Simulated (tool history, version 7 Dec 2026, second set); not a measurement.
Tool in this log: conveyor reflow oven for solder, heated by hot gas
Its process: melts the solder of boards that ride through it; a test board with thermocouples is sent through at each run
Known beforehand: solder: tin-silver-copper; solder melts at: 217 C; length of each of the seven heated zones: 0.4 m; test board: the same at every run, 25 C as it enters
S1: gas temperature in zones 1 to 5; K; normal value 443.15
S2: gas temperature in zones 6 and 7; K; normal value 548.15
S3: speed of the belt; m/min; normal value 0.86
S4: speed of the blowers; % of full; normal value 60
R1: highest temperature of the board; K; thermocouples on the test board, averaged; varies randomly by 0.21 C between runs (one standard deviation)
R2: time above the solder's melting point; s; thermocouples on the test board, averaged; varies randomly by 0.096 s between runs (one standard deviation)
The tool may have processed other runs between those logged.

| run | hour | S1 | S2 | S3 | S4 | R1 | R2 |
|---|---|---|---|---|---|---|---|
| 1 | 0 | 443.15 | 548.15 | 0.86 | 60 | 528.95 | 42.26 |
| 2 | 14.2 | 455.15 | 548.15 | 0.86 | 60 | 531.15 | 46.43 |
| 3 | 23.6 | 438.15 | 548.15 | 0.86 | 60 | 527.95 | 40.53 |
| 4 | 37.7 | 438.15 | 548.15 | 0.86 | 60 | 528.15 | 40.41 |
| 5 | 49.5 | 438.15 | 548.15 | 0.86 | 60 | 527.95 | 40.64 |
| 6 | 59.4 | 438.15 | 548.15 | 0.86 | 60 | 527.75 | 40.49 |
| 7 | 71.7 | 443.15 | 548.15 | 0.817 | 60 | 530.15 | 45.42 |
| 8 | 79.7 | 443.15 | 547.15 | 0.86 | 60 | 527.95 | 41.8 |
| 9 | 93.4 | 443.15 | 562.15 | 0.86 | 64 | 542.25 | 47.97 |
| 10 | 99.6 | 452.15 | 562.15 | 0.917 | 64 | 541.35 | 46.38 |
| 11 | 108.9 | 452.15 | 562.15 | 0.917 | 64 | 541.35 | 46.42 |
| 12 | 125.1 | 434.15 | 562.15 | 1.011 | 64 | 533.95 | 35.67 |
| 13 | 131.5 | 434.15 | 562.15 | 1.011 | 64 | 533.35 | 35.56 |
| 14 | 141.1 | 434.15 | 560.15 | 0.741 | 65 | 544.55 | 54.63 |
| 15 | 149.7 | 429.15 | 548.15 | 0.86 | 63 | 527.25 | 38.38 |
| 16 | 156.9 | 429.15 | 548.15 | 0.86 | 63 | 526.75 | 38.34 |

Withheld: 1 entry from between the runs. Position of each, and hidden state at the listed run before versus the listed run after:
In the gap between runs 11 and 12: belt drive overhauled, speed set with a stopwatch (hour 114)
  heat that the gas passes to the board, % of a clean oven's: 98.4 -> 98.3; belt's true speed, % of the reading: 100.03 -> 100.04; true gas temperature in zones 6 and 7 over the reading, C: -1.64 -> -1.67
  what was measured, less what the result would be without the hidden state, R1: -1.9 -> -2 K; R2: -0.63 -> -0.83 s

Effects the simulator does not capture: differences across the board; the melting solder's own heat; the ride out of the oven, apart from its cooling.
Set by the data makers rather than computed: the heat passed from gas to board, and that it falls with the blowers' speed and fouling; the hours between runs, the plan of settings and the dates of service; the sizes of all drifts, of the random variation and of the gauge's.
